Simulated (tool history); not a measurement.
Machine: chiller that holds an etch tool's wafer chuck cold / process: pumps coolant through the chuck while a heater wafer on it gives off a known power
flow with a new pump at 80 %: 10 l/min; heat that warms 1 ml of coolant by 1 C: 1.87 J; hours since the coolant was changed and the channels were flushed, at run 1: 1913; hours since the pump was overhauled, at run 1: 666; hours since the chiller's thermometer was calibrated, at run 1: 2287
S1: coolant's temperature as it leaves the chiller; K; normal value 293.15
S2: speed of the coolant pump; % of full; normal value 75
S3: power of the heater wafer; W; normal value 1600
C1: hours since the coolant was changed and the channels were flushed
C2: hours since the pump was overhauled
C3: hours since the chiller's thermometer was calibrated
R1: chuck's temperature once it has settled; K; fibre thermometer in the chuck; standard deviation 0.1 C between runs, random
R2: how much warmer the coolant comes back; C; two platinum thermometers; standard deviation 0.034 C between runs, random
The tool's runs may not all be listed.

run 1 hour=0.0 | S1=293.15 S2=75 S3=1600 | C1=1913 C2=666 C3=2287 | R1=304.95 R2=5.55
run 2 hour=48.9 | S1=293.15 S2=75 S3=1600 | C1=1962 C2=715 C3=2336 | R1=304.95 R2=5.48
run 3 hour=142.2 | S1=293.15 S2=70 S3=1600 | C1=2055 C2=808 C3=2429 | R1=305.55 R2=5.99
run 4 hour=202.9 | S1=298.15 S2=75 S3=1600 | C1=2116 C2=869 C3=2490 | R1=309.95 R2=5.55
run 5 hour=263.2 | S1=298.15 S2=75 S3=1600 | C1=2176 C2=929 C3=2550 | R1=309.85 R2=5.58
run 6 hour=315.6 | S1=298.15 S2=75 S3=2308 | C1=2228 C2=982 C3=2602 | R1=315.15 R2=7.99
run 7 hour=402.9 | S1=299.15 S2=75 S3=1600 | C1=2316 C2=1069 C3=2690 | R1=310.85 R2=5.58
run 8 hour=450.2 | S1=299.15 S2=75 S3=1600 | C1=2363 C2=1116 C3=2737 | R1=310.95 R2=5.58
run 9 hour=534.5 | S1=299.15 S2=75 S3=1346 | C1=2447 C2=1201 C3=2821 | R1=309.05 R2=4.80
run 10 hour=614.1 | S1=299.15 S2=75 S3=1346 | C1=2527 C2=1280 C3=2901 | R1=309.05 R2=4.77
run 11 hour=699.6 | S1=299.15 S2=75 S3=1346 | C1=2612 C2=1366 C3=2986 | R1=308.95 R2=4.75
run 12 hour=763.0 | S1=293.15 S2=75 S3=1600 | C1=2676 C2=1429 C3=3050 | R1=305.05 R2=5.73
run 13 hour=821.0 | S1=293.15 S2=75 S3=1600 | C1=2734 C2=1487 C3=3108 | R1=304.95 R2=5.72
run 14 hour=880.7 | S1=292.15 S2=75 S3=1600 | C1=2794 C2=1547 C3=3167 | R1=303.75 R2=5.69
run 15 hour=957.1 | S1=299.15 S2=100 S3=2083 | C1=2870 C2=1623 C3=3244 | R1=311.05 R2=5.46
run 16 hour=1014.7 | S1=299.15 S2=100 S3=852 | C1=2928 C2=1681 C3=3302 | R1=304.15 R2=2.40
run 17 hour=1063.9 | S1=299.15 S2=100 S3=852 | C1=2977 C2=1730 C3=3351 | R1=304.05 R2=2.41
run 18 hour=1122.7 | S1=299.15 S2=100 S3=852 | C1=3035 C2=1789 C3=3409 | R1=304.05 R2=2.45

Run 19 has not been measured yet. What should we expect?
run 19 hour=1160.2 | S1=299.15 S2=100 S3=852 | C1=3073 C2=1826 C3=3447 | R1=? R2=?

{"run 19": {"R1": 304.05, "R2": 2.44}}
Minus the tool's unlogged condition, the same run would have read R1 304.05 K, R2 2.16 C.
